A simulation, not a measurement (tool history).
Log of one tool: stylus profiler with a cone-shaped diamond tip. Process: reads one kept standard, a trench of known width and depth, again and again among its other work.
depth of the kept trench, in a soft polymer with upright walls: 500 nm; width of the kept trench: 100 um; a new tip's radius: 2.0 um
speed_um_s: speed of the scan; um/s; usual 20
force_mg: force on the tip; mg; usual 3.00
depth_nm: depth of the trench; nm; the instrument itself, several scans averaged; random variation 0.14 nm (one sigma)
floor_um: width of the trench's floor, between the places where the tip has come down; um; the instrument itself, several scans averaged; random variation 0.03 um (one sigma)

run	hour	speed_um_s	force_mg	depth_nm	floor_um
1	0.0	20	3.00	508.04	96.92
2	39.9	58	3.00	507.91	96.82
3	74.9	20	1.19	503.51	96.85
4	114.5	20	1.19	503.53	96.95
5	145.2	20	2.54	506.80	96.89
6	184.2	20	2.54	506.69	96.95
7	228.8	20	3.00	507.65	96.84
8	273.5	20	3.00	507.61	96.90
9	325.4	20	3.00	507.97	96.87
10	353.1	20	3.00	507.63	96.76
11	408.0	20	2.69	506.82	96.79
12	465.1	20	2.69	506.85	96.80
13	521.2	20	2.69	506.86	96.82
14	566.6	20	3.00	507.55	96.77
15	606.5	20	3.00	507.19	96.75
16	664.7	31	3.00	507.18	96.80
17	691.7	31	3.00	507.43	96.78
18	718.0	31	3.00	507.29	96.73
19	763.7	20	8.70	517.09	96.76
20	793.0	7	3.00	507.50	96.80
21	850.5	7	3.00	507.36	96.74
22	882.3	20	3.00	507.32	96.75
23	939.3	20	3.00	507.25	96.68
24	974.2	8	4.55	510.32	96.72
25	1000.3	5	4.55	510.19	96.73
26	1047.3	15	4.14	509.70	96.71
27	1078.0	15	4.14	509.55	96.68
28	1136.9	37	8.30	516.15	96.70
# hour 1140.3: height scale calibrated on a step standard
29	1189.1	37	6.25	512.19	96.65
30	1227.2	37	6.25	512.37	96.65
31	1255.9	41	5.72	511.34	96.65
32	1308.6	23	8.06	515.22	96.67
33	1346.6	29	2.15	504.63	96.57
34	1383.6	14	1.02	501.70	96.65
35	1430.7	44	1.41	502.56	96.51
# hour 1452.5: height scale calibrated on a step standard, once more
36	1466.6	56	2.21	507.77	96.54
37	1493.4	56	2.21	507.67	96.53

Forecast run 38:
38	1528.2	12	1.09	?	?

Run 38 gave depth_nm 504.91 nm, floor_um 96.56 um.
Without the tool's hidden state the same run would have given depth_nm 504.91 nm, floor_um 97.28 um.
